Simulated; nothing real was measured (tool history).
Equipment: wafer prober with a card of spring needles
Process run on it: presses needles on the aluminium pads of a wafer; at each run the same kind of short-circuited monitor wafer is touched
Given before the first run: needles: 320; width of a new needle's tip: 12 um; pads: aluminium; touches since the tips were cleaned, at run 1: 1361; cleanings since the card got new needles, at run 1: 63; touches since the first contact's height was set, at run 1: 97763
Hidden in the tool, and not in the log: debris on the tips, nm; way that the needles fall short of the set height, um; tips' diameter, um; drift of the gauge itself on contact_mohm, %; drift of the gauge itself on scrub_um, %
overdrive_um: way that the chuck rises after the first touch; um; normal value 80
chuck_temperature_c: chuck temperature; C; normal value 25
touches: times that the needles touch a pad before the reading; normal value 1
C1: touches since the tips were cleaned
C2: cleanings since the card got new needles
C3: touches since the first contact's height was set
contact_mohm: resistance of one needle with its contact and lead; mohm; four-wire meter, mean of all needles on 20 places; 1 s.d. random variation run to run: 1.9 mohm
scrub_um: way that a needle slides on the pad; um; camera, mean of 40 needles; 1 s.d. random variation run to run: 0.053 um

run 1 hour=0 | overdrive_um=80 chuck_temperature_c=25 touches=1 | C1=1361 C2=63 C3=97763 | contact_mohm=198 scrub_um=22.23
-- hour=5.5 tips cleaned on abrasive film
-- hour=12.6 tips cleaned on abrasive film
run 2 hour=12.9 | overdrive_um=80 chuck_temperature_c=25 touches=1 | C1=194 C2=65 C3=105046 | contact_mohm=197 scrub_um=22.3
-- hour=19.9 tips cleaned on abrasive film
run 3 hour=25 | overdrive_um=80 chuck_temperature_c=56 touches=1 | C1=2949 C2=66 C3=111941 | contact_mohm=206 scrub_um=22.18
-- hour=27.2 tips cleaned on abrasive film
-- hour=34.8 tips cleaned on abrasive film
run 4 hour=35.6 | overdrive_um=80 chuck_temperature_c=56 touches=1 | C1=463 C2=68 C3=117913 | contact_mohm=201 scrub_um=22.27
-- hour=42.9 tips cleaned on abrasive film
run 5 hour=45.7 | overdrive_um=80 chuck_temperature_c=25 touches=1 | C1=1614 C2=69 C3=123640 | contact_mohm=200 scrub_um=22.33
-- hour=50.6 tips cleaned on abrasive film
run 6 hour=57.4 | overdrive_um=80 chuck_temperature_c=25 touches=1 | C1=3872 C2=70 C3=130272 | contact_mohm=196 scrub_um=22.3
-- hour=58.5 tips cleaned on abrasive film
-- hour=65.8 tips cleaned on abrasive film
run 7 hour=65.9 | overdrive_um=80 chuck_temperature_c=94 touches=1 | C1=61 C2=72 C3=135063 | contact_mohm=210 scrub_um=22.22
-- hour=73.5 tips cleaned on abrasive film
run 8 hour=73.5 | overdrive_um=80 chuck_temperature_c=94 touches=1 | C1=0 C2=73 C3=139373 | contact_mohm=210 scrub_um=22.32
-- hour=80.6 tips cleaned on abrasive film
run 9 hour=84.4 | overdrive_um=80 chuck_temperature_c=94 touches=1 | C1=2221 C2=74 C3=145582 | contact_mohm=215 scrub_um=22.34
-- hour=87.7 tips cleaned on abrasive film
run 10 hour=92.8 | overdrive_um=80 chuck_temperature_c=44 touches=1 | C1=2934 C2=75 C3=150337 | contact_mohm=201 scrub_um=22.37
-- hour=95.2 tips cleaned on abrasive film
run 11 hour=100.7 | overdrive_um=87 chuck_temperature_c=44 touches=1 | C1=3165 C2=76 C3=154781 | contact_mohm=200 scrub_um=24.24
-- hour=102.7 tips cleaned on abrasive film
run 12 hour=108.1 | overdrive_um=80 chuck_temperature_c=25 touches=3 | C1=3058 C2=77 C3=158968 | contact_mohm=196 scrub_um=22.31
-- hour=110.2 tips cleaned on abrasive film
-- hour=117.7 tips cleaned on abrasive film
run 13 hour=118.9 | overdrive_um=80 chuck_temperature_c=41 touches=2 | C1=648 C2=79 C3=165048 | contact_mohm=202 scrub_um=22.21
-- hour=125.3 tips cleaned on abrasive film
run 14 hour=128.6 | overdrive_um=80 chuck_temperature_c=41 touches=2 | C1=1891 C2=80 C3=170575 | contact_mohm=198 scrub_um=22.3
-- hour=132.7 tips cleaned on abrasive film
run 15 hour=136.2 | overdrive_um=80 chuck_temperature_c=41 touches=2 | C1=2044 C2=81 C3=174895 | contact_mohm=200 scrub_um=22.24
-- hour=139.7 tips cleaned on abrasive film
-- hour=144.7 height of the first contact set anew
-- hour=148.1 tips cleaned on abrasive film
run 16 hour=148.4 | overdrive_um=79 chuck_temperature_c=25 touches=1 | C1=159 C2=83 C3=2014 | contact_mohm=194 scrub_um=21.93
-- hour=155.3 tips cleaned on abrasive film
run 17 hour=157.6 | overdrive_um=60 chuck_temperature_c=51 touches=1 | C1=1294 C2=84 C3=7262 | contact_mohm=204 scrub_um=16.79
-- hour=162.7 tips cleaned on abrasive film
run 18 hour=167 | overdrive_um=81 chuck_temperature_c=99 touches=3 | C1=2482 C2=85 C3=12589 | contact_mohm=212 scrub_um=22.59
-- hour=170.3 tips cleaned on abrasive film
-- hour=178.2 tips cleaned on abrasive film
run 19 hour=180.8 | overdrive_um=72 chuck_temperature_c=25 touches=2 | C1=1504 C2=87 C3=20410 | contact_mohm=197 scrub_um=20.11
-- hour=185.9 tips cleaned on abrasive film
run 20 hour=190 | overdrive_um=78 chuck_temperature_c=52 touches=2 | C1=2344 C2=88 C3=25633 | contact_mohm=202 scrub_um=21.84
-- hour=193.4 tips cleaned on abrasive film
run 21 hour=198.1 | overdrive_um=92 chuck_temperature_c=30 touches=1 | C1=2714 C2=89 C3=30223 | contact_mohm=196 scrub_um=25.58
-- hour=200.9 tips cleaned on abrasive film
run 22 hour=207.3 | overdrive_um=92 chuck_temperature_c=30 touches=1 | C1=3649 C2=90 C3=35425 | contact_mohm=198 scrub_um=25.79
-- hour=208.4 tips cleaned on abrasive film
-- hour=215.9 tips cleaned on abrasive film
run 23 hour=218.7 | overdrive_um=92 chuck_temperature_c=30 touches=1 | C1=1574 C2=92 C3=41854 | contact_mohm=198 scrub_um=25.69
-- hour=223.8 tips cleaned on abrasive film
run 24 hour=225.7 | overdrive_um=78 chuck_temperature_c=87 touches=2 | C1=1120 C2=93 C3=45838 | contact_mohm=210 scrub_um=21.76

Hidden state at the last listed run before each entry between runs and at the first one after, where it differs:
Runs 1 to 2: tips cleaned on abrasive film (hour 5.5); tips cleaned on abrasive film (hour 12.6)
  debris on the tips, nm: 1.2 -> 0.4
Runs 2 to 3: tips cleaned on abrasive film (hour 19.9)
  debris on the tips, nm: 0.4 -> 1.8
Runs 3 to 4: tips cleaned on abrasive film (hour 27.2); tips cleaned on abrasive film (hour 34.8)
  debris on the tips, nm: 1.8 -> 0.6; way that the needles fall short of the set height, um: 0.02 -> 0.03
Runs 4 to 5: tips cleaned on abrasive film (hour 42.9)
  debris on the tips, nm: 0.6 -> 1.3
Runs 5 to 6: tips cleaned on abrasive film (hour 50.6)
  debris on the tips, nm: 1.3 -> 2
Runs 6 to 7: tips cleaned on abrasive film (hour 58.5); tips cleaned on abrasive film (hour 65.8)
  debris on the tips, nm: 2 -> 0.3
Runs 7 to 8: tips cleaned on abrasive film (hour 73.5)
  debris on the tips, nm: 0.3 -> 0.2
Runs 8 to 9: tips cleaned on abrasive film (hour 80.6)
  debris on the tips, nm: 0.2 -> 1.6
Runs 9 to 10: tips cleaned on abrasive film (hour 87.7)
  debris on the tips, nm: 1.6 -> 1.8
Runs 10 to 11: tips cleaned on abrasive film (hour 95.2)
  debris on the tips, nm: 1.8 -> 1.7; tips' diameter, um: 12.02 -> 12.03
Runs 11 to 12: tips cleaned on abrasive film (hour 102.7)
  the hidden state is the same at both runs
Runs 12 to 13: tips cleaned on abrasive film (hour 110.2); tips cleaned on abrasive film (hour 117.7)
  debris on the tips, nm: 1.7 -> 0.8; way that the needles fall short of the set height, um: 0.03 -> 0.04
Runs 13 to 14: tips cleaned on abrasive film (hour 125.3)
  debris on the tips, nm: 0.8 -> 1.5
Runs 14 to 15: tips cleaned on abrasive film (hour 132.7)
  debris on the tips, nm: 1.5 -> 1.6
Runs 15 to 16: tips cleaned on abrasive film (hour 139.7); height of the first contact set anew (hour 144.7); tips cleaned on abrasive film (hour 148.1)
  debris on the tips, nm: 1.6 -> 0.4; way that the needles fall short of the set height, um: 0.04 -> 0
Runs 16 to 17: tips cleaned on abrasive film (hour 155.3)
  debris on the tips, nm: 0.4 -> 1.2
Runs 17 to 18: tips cleaned on abrasive film (hour 162.7)
  debris on the tips, nm: 1.2 -> 1.7
Runs 18 to 19: tips cleaned on abrasive film (hour 170.3); tips cleaned on abrasive film (hour 178.2)
  debris on the tips, nm: 1.7 -> 1.2
Runs 19 to 20: tips cleaned on abrasive film (hour 185.9)
  debris on the tips, nm: 1.2 -> 1.6; way that the needles fall short of the set height, um: 0 -> 0.01
Runs 20 to 21: tips cleaned on abrasive film (hour 193.4)
  debris on the tips, nm: 1.6 -> 1.8
Runs 21 to 22: tips cleaned on abrasive film (hour 200.9)
  debris on the tips, nm: 1.8 -> 1.9
Runs 22 to 23: tips cleaned on abrasive film (hour 208.4); tips cleaned on abrasive film (hour 215.9)
  debris on the tips, nm: 1.9 -> 1.3
Runs 23 to 24: tips cleaned on abrasive film (hour 223.8)
  debris on the tips, nm: 1.3 -> 1.1
